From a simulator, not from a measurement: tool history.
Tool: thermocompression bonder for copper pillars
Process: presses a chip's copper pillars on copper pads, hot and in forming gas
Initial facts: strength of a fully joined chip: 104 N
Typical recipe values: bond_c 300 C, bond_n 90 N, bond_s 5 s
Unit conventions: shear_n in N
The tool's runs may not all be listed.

| run | hour | bond_c | bond_n | bond_s | shear_n |
|---|---|---|---|---|---|
| 1 | 0.0 | 300 | 90 | 5 | 31.9 |
| 2 | 13.9 | 300 | 90 | 5 | 31.9 |
| 3 | 22.9 | 300 | 90 | 5 | 33.0 |
| 4 | 38.3 | 300 | 90 | 5 | 33.0 |
| 5 | 52.6 | 300 | 90 | 5 | 32.1 |
| 6 | 65.8 | 300 | 81 | 5 | 32.0 |
| 7 | 79.9 | 300 | 73 | 5 | 29.3 |
| 8 | 90.1 | 281 | 90 | 5 | 28.3 |
| 9 | 109.2 | 281 | 61 | 5 | 18.5 |
| 10 | 128.2 | 281 | 61 | 5 | 18.3 |
| 11 | 147.2 | 303 | 90 | 5 | 36.2 |
| 12 | 157.4 | 300 | 65 | 5 | 25.3 |
| 13 | 171.1 | 316 | 90 | 5 | 42.6 |
| 14 | 182.9 | 316 | 90 | 5 | 40.5 |
| 15 | 197.0 | 316 | 90 | 8 | 49.4 |
| 16 | 216.4 | 316 | 90 | 8 | 49.7 |
| 17 | 232.4 | 316 | 90 | 8 | 48.4 |
| 18 | 251.0 | 316 | 90 | 8 | 47.7 |
| 19 | 267.3 | 316 | 90 | 8 | 48.0 |
| 20 | 280.5 | 300 | 90 | 5 | 34.3 |
| 21 | 293.3 | 300 | 75 | 5 | 27.5 |
| 22 | 306.5 | 300 | 69 | 3 | 20.6 |
| 23 | 316.1 | 271 | 73 | 12 | 27.4 |
| 24 | 333.8 | 282 | 124 | 4 | 33.7 |
| 25 | 342.1 | 282 | 124 | 4 | 33.7 |
| 26 | 358.2 | 282 | 124 | 4 | 34.3 |
| 27 | 372.4 | 298 | 58 | 12 | 29.3 |
| 28 | 388.3 | 279 | 95 | 5 | 26.6 |
| 29 | 405.5 | 290 | 117 | 5 | 38.1 |
| 30 | 423.0 | 325 | 83 | 4 | 36.9 |
| 31 | 436.7 | 314 | 104 | 4 | 39.6 |
| 32 | 445.7 | 281 | 113 | 4 | 28.6 |
| 33 | 461.8 | 300 | 112 | 4 | 36.2 |
| 34 | 473.1 | 300 | 78 | 3 | 22.0 |
| 35 | 486.3 | 300 | 78 | 3 | 22.4 |
| 36 | 494.7 | 330 | 55 | 5 | 27.8 |
| 37 | 505.7 | 330 | 55 | 5 | 27.5 |
| 38 | 522.9 | 330 | 55 | 5 | 26.7 |
| 39 | 542.7 | 302 | 73 | 5 | 28.9 |

Put back what was entered between runs (2 entries, withheld): which listed runs does each sit between, and how does the hidden state differ from the listed run before to the listed run after?
After run 5, before run 6: forming gas filter changed (hour 57.3)
  true temperature of the bond over the reading, C: -5.4 -> -5.5; oxide that the forming gas leaves, % of the face: 11.35 -> 0.79
  measured minus no-state result, shear_n: -6.8 -> -2.8 N
After run 38, before run 39: heater calibrated with a thermocouple chip (hour 539.2)
  true temperature of the bond over the reading, C: -7.2 -> 0; oxide that the forming gas leaves, % of the face: 10.27 -> 10.63
  measured minus no-state result, shear_n: -6.0 -> -4.0 N
